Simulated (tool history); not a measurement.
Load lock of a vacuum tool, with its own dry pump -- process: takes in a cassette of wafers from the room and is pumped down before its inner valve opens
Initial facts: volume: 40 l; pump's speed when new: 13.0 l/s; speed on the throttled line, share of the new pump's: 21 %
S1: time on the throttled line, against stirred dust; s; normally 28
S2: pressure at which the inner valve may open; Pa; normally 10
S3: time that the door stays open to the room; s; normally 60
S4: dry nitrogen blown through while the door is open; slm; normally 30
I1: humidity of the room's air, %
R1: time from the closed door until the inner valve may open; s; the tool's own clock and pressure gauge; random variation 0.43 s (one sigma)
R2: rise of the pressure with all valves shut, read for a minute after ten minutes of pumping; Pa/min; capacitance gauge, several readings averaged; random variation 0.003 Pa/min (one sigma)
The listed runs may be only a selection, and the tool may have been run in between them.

{"run": 1, "hour": 0.0, "S1": 28, "S2": 10, "S3": 60, "S4": 30, "I1": 45.3, "R1": 51.3, "R2": 0.031}
{"run": 2, "hour": 412.5, "S1": 28, "S2": 10, "S3": 60, "S4": 30, "I1": 48.3, "R1": 50.9, "R2": 0.034}
{"run": 3, "hour": 956.2, "S1": 28, "S2": 10, "S3": 60, "S4": 30, "I1": 46.5, "R1": 50.3, "R2": 0.029}
{"run": 4, "hour": 1295.7, "S1": 28, "S2": 10, "S3": 60, "S4": 30, "I1": 46.9, "R1": 51.2, "R2": 0.035}
{"run": 5, "hour": 1834.4, "S1": 28, "S2": 10, "S3": 60, "S4": 30, "I1": 46.1, "R1": 51.2, "R2": 0.03}
{"run": 6, "hour": 2291.9, "S1": 28, "S2": 10, "S3": 60, "S4": 30, "I1": 45.4, "R1": 50.7, "R2": 0.029}
{"run": 7, "hour": 2557.3, "S1": 28, "S2": 10, "S3": 60, "S4": 30, "I1": 48.0, "R1": 50.4, "R2": 0.029}
{"run": 8, "hour": 3140.4, "S1": 28, "S2": 10, "S3": 50, "S4": 30, "I1": 42.8, "R1": 50.9, "R2": 0.028}
{"run": 9, "hour": 3513.8, "S1": 28, "S2": 10, "S3": 60, "S4": 30, "I1": 48.9, "R1": 50.8, "R2": 0.032}
{"run": 10, "hour": 4061.8, "S1": 28, "S2": 20, "S3": 60, "S4": 30, "I1": 47.4, "R1": 49.2, "R2": 0.034}
{"run": 11, "hour": 4307.5, "S1": 28, "S2": 20, "S3": 60, "S4": 30, "I1": 45.3, "R1": 47.8, "R2": 0.029}
{"run": 12, "hour": 4707.2, "S1": 28, "S2": 10, "S3": 60, "S4": 30, "I1": 45.4, "R1": 51.0, "R2": 0.03}
{"run": 13, "hour": 5084.8, "S1": 16, "S2": 10, "S3": 60, "S4": 30, "I1": 43.7, "R1": 40.8, "R2": 0.032}
{"run": 14, "hour": 5435.3, "S1": 28, "S2": 10, "S3": 60, "S4": 30, "I1": 45.8, "R1": 50.6, "R2": 0.028}
{"run": 15, "hour": 5736.6, "S1": 30, "S2": 10, "S3": 31, "S4": 39, "I1": 43.7, "R1": 52.0, "R2": 0.013}
{"run": 16, "hour": 6153.5, "S1": 28, "S2": 10, "S3": 127, "S4": 12, "I1": 42.6, "R1": 51.2, "R2": 0.065}
{"run": 17, "hour": 6727.4, "S1": 14, "S2": 8, "S3": 104, "S4": 12, "I1": 44.2, "R1": 40.5, "R2": 0.054}
{"run": 18, "hour": 7130.8, "S1": 14, "S2": 8, "S3": 104, "S4": 12, "I1": 45.8, "R1": 40.2, "R2": 0.064}
{"run": 19, "hour": 7701.0, "S1": 28, "S2": 10, "S3": 38, "S4": 25, "I1": 44.8, "R1": 50.7, "R2": 0.03}
{"run": 20, "hour": 8023.8, "S1": 25, "S2": 14, "S3": 38, "S4": 40, "I1": 43.4, "R1": 47.1, "R2": 0.018}
{"hour": 8309.7, "done": "dry pump taken out, an overhauled one fitted"}
{"run": 21, "hour": 8591.6, "S1": 25, "S2": 14, "S3": 38, "S4": 40, "I1": 45.5, "R1": 46.8, "R2": 0.021}
{"run": 22, "hour": 9023.5, "S1": 25, "S2": 14, "S3": 38, "S4": 40, "I1": 41.6, "R1": 47.8, "R2": 0.017}
{"run": 23, "hour": 9586.6, "S1": 15, "S2": 15, "S3": 41, "S4": 25, "I1": 45.5, "R1": 39.0, "R2": 0.03}
{"run": 24, "hour": 10025.7, "S1": 51, "S2": 12, "S3": 28, "S4": 10, "I1": 43.1, "R1": 68.6, "R2": 0.029}
{"run": 25, "hour": 10590.8, "S1": 16, "S2": 10, "S3": 60, "S4": 30, "I1": 42.7, "R1": 41.1, "R2": 0.03}
{"run": 26, "hour": 11140.7, "S1": 28, "S2": 8, "S3": 60, "S4": 5, "I1": 46.3, "R1": 51.2, "R2": 0.059}
{"run": 27, "hour": 11400.9, "S1": 24, "S2": 8, "S3": 98, "S4": 5, "I1": 46.1, "R1": 48.4, "R2": 0.08}

Below are 4 alternative next runs, each starting from the tool's condition after run 27. Predict each:
{"run": "A", "hour": 11866.8, "S1": 37, "S2": 8, "S3": 98, "S4": 5, "I1": 45.9, "R1": "?", "R2": "?"}
{"run": "B", "hour": 11866.8, "S1": 24, "S2": 8, "S3": 45, "S4": 5, "I1": 46.1, "R1": "?", "R2": "?"}
{"run": "C", "hour": 11866.8, "S1": 24, "S2": 18, "S3": 81, "S4": 8, "I1": 47.0, "R1": "?", "R2": "?"}
{"run": "D", "hour": 11866.8, "S1": 24, "S2": 10, "S3": 60, "S4": 17, "I1": 43.7, "R1": "?", "R2": "?"}

run=A R1=58.2 R2=0.075
run=B R1=47.9 R2=0.049
run=C R1=45.6 R2=0.064
run=D R1=47.2 R2=0.042
With no hidden state in the tool, these same runs would have given:
run=A R1=58.2 R2=0.074
run=B R1=47.9 R2=0.049
run=C R1=45.6 R2=0.064
run=D R1=47.2 R2=0.041

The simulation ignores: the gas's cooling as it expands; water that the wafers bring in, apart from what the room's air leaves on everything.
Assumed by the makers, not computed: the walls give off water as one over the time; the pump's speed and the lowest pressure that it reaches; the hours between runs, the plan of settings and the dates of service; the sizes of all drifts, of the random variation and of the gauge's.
